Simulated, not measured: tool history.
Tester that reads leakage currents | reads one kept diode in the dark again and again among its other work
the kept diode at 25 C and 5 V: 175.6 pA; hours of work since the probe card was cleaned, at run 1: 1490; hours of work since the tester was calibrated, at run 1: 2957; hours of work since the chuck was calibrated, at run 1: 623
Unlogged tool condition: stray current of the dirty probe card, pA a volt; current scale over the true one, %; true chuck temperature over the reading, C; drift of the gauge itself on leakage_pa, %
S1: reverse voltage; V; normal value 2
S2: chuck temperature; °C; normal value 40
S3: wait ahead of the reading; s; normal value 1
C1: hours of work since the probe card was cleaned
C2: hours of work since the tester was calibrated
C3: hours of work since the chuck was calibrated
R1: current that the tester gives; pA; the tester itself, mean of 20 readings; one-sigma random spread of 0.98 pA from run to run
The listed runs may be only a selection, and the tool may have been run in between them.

| run | hour | S1 | S2 | S3 | C1 | C2 | C3 | R1 |
|---|---|---|---|---|---|---|---|---|
| 1 | 0 | 2 | 40 | 1 | 1490 | 2957 | 623 | 324.49 |
| 2 | 113.3 | 2 | 40 | 1 | 1542 | 3009 | 675 | 326.29 |
| 3 | 254.6 | 2 | 40 | 1 | 1606 | 3074 | 740 | 325.5 |
| 4 | 405.7 | 2 | 40 | 1 | 1676 | 3143 | 809 | 326.26 |
| 5 | 500.6 | 2 | 40 | 1 | 1719 | 3187 | 852 | 326.1 |
| 6 | 636.7 | 2 | 40 | 1 | 1782 | 3249 | 915 | 325.24 |
| 7 | 727.6 | 2 | 40 | 1 | 1823 | 3291 | 957 | 325.04 |
| 8 | 797.6 | 2 | 53 | 1 | 1855 | 3323 | 989 | 791.3 |
|  | 818.9 | chuck's temperature calibrated |
| 9 | 934.5 | 2 | 53 | 1 | 1917 | 3385 | 53 | 798.16 |
| 10 | 1093.6 | 2 | 53 | 1 | 1990 | 3458 | 126 | 793.94 |
| 11 | 1161.7 | 2 | 53 | 1 | 2022 | 3489 | 157 | 795.25 |
| 12 | 1302.3 | 2 | 53 | 1 | 2086 | 3554 | 222 | 796.92 |
| 13 | 1438.7 | 2 | 53 | 1 | 2149 | 3616 | 284 | 793.23 |
| 14 | 1582.7 | 2 | 53 | 1 | 2215 | 3682 | 350 | 795.26 |
| 15 | 1661.1 | 2 | 53 | 1 | 2251 | 3718 | 386 | 791.64 |
|  | 1675.5 | tester calibrated |
| 16 | 1823 | 2 | 53 | 1 | 2324 | 68 | 460 | 797.5 |
| 17 | 1984.6 | 7 | 40 | 1 | 2398 | 142 | 534 | 658.04 |
| 18 | 2123.7 | 2 | 40 | 1 | 2462 | 206 | 598 | 324.54 |
| 19 | 2223.3 | 2 | 40 | 1 | 2508 | 251 | 643 | 324.74 |
| 20 | 2312.7 | 2 | 40 | 1 | 2549 | 292 | 684 | 324.16 |
|  | 2407 | probe card cleaned and baked |
| 21 | 2430.3 | 2 | 40 | 1 | 11 | 345 | 737 | 325.13 |
| 22 | 2498.3 | 1.59 | 29 | 3.97 | 42 | 376 | 768 | 125.94 |
| 23 | 2649 | 1.59 | 29 | 3.97 | 111 | 445 | 837 | 126.2 |
| 24 | 2758.1 | 9.61 | 52 | 8.97 | 161 | 495 | 887 | 1785.83 |
| 25 | 2846.8 | 3.87 | 32 | 8.97 | 202 | 536 | 928 | 260.13 |
| 26 | 2968.4 | 3.41 | 44 | 0.86 | 257 | 592 | 984 | 586.27 |
|  | 3000.7 | chuck's temperature calibrated |
| 27 | 3130.9 | 19.5 | 21 | 0.5 | 331 | 665 | 60 | 283.02 |
| 28 | 3202.4 | 2.67 | 28 | 0.5 | 364 | 698 | 92 | 157.92 |
| 29 | 3365.3 | 8.17 | 22 | 0.93 | 439 | 773 | 167 | 185.4 |
| 30 | 3499.6 | 8.17 | 22 | 0.93 | 500 | 834 | 229 | 183.72 |
| 31 | 3662.5 | 4.48 | 28 | 1 | 575 | 909 | 304 | 210.26 |
| 32 | 3823.6 | 1.78 | 57 | 3.28 | 649 | 983 | 377 | 969.98 |
| 33 | 3978.6 | 1.78 | 57 | 3.28 | 720 | 1054 | 449 | 969.47 |
| 34 | 4102.6 | 1.9 | 42 | 0.46 | 777 | 1111 | 505 | 365.45 |
| 35 | 4241.9 | 3.03 | 58 | 2.28 | 841 | 1175 | 569 | 1398.9 |
| 36 | 4329.9 | 3.03 | 58 | 2.28 | 881 | 1215 | 610 | 1384.13 |
| 37 | 4480.2 | 3.03 | 58 | 2.28 | 950 | 1284 | 679 | 1393.86 |
| 38 | 4579.3 | 2.03 | 25 | 1 | 995 | 1330 | 724 | 106.42 |
| 39 | 4708.3 | 17.64 | 34 | 1.1 | 1055 | 1389 | 783 | 713.95 |

Here are 3 independent what-if runs from the current tool condition. What would each one return?
| A | 4776.1 | 2.97 | 34 | 1.1 | 1086 | 1420 | 814 | ? |
| B | 4776.1 | 2 | 50 | 4.58 | 1086 | 1420 | 814 | ? |
| C | 4776.1 | 2 | 21 | 0.76 | 1086 | 1420 | 814 | ? |

| run | R1 |
|---|---|
| A | 261.48 |
| B | 652.11 |
| C | 77.1 |
With no hidden state in the tool, these same runs would have given:
| run | R1 |
|---|---|
| A | 261.73 |
| B | 652.72 |
| C | 77.17 |
